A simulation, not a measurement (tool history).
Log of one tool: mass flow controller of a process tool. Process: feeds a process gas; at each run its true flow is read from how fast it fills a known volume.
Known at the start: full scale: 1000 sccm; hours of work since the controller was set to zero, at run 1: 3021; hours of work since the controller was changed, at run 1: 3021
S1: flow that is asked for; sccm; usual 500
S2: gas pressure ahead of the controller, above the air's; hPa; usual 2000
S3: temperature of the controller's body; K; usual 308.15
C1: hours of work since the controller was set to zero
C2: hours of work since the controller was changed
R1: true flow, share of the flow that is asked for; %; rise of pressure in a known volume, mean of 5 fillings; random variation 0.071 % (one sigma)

{"run": 1, "hour": 0.0, "S1": 500, "S2": 2000, "S3": 308.15, "C1": 3021, "C2": 3021, "R1": 99.04}
{"run": 2, "hour": 127.3, "S1": 500, "S2": 2000, "S3": 308.15, "C1": 3104, "C2": 3104, "R1": 99.19}
{"run": 3, "hour": 192.7, "S1": 500, "S2": 2000, "S3": 308.15, "C1": 3147, "C2": 3147, "R1": 99.09}
{"run": 4, "hour": 301.3, "S1": 500, "S2": 2000, "S3": 308.15, "C1": 3218, "C2": 3218, "R1": 98.85}
{"run": 5, "hour": 399.6, "S1": 500, "S2": 1900, "S3": 308.15, "C1": 3282, "C2": 3282, "R1": 99.04}
{"run": 6, "hour": 504.7, "S1": 500, "S2": 1900, "S3": 308.15, "C1": 3350, "C2": 3350, "R1": 98.94}
{"run": 7, "hour": 599.5, "S1": 500, "S2": 1900, "S3": 308.15, "C1": 3412, "C2": 3412, "R1": 98.9}
{"run": 8, "hour": 688.6, "S1": 500, "S2": 1740, "S3": 308.15, "C1": 3470, "C2": 3470, "R1": 99.01}
{"run": 9, "hour": 746.2, "S1": 500, "S2": 2000, "S3": 308.15, "C1": 3507, "C2": 3507, "R1": 99.0}
{"run": 10, "hour": 863.2, "S1": 500, "S2": 2000, "S3": 303.15, "C1": 3583, "C2": 3583, "R1": 98.73}
{"run": 11, "hour": 946.1, "S1": 163, "S2": 2450, "S3": 308.15, "C1": 3637, "C2": 3637, "R1": 99.72}
{"run": 12, "hour": 1038.7, "S1": 163, "S2": 2450, "S3": 308.15, "C1": 3697, "C2": 3697, "R1": 99.67}
{"run": 13, "hour": 1124.0, "S1": 163, "S2": 2450, "S3": 308.15, "C1": 3753, "C2": 3753, "R1": 99.63}
{"run": 14, "hour": 1177.8, "S1": 163, "S2": 2450, "S3": 308.15, "C1": 3788, "C2": 3788, "R1": 99.57}
{"run": 15, "hour": 1293.3, "S1": 335, "S2": 2410, "S3": 308.15, "C1": 3863, "C2": 3863, "R1": 98.97}

Run 16 comes next. What will it give?
{"run": 16, "hour": 1402.9, "S1": 601, "S2": 2120, "S3": 308.15, "C1": 3934, "C2": 3934, "R1": "?"}

{"run 16": {"R1": 99.12}}
Without the tool's hidden state the same run would have given R1 99.83 %.
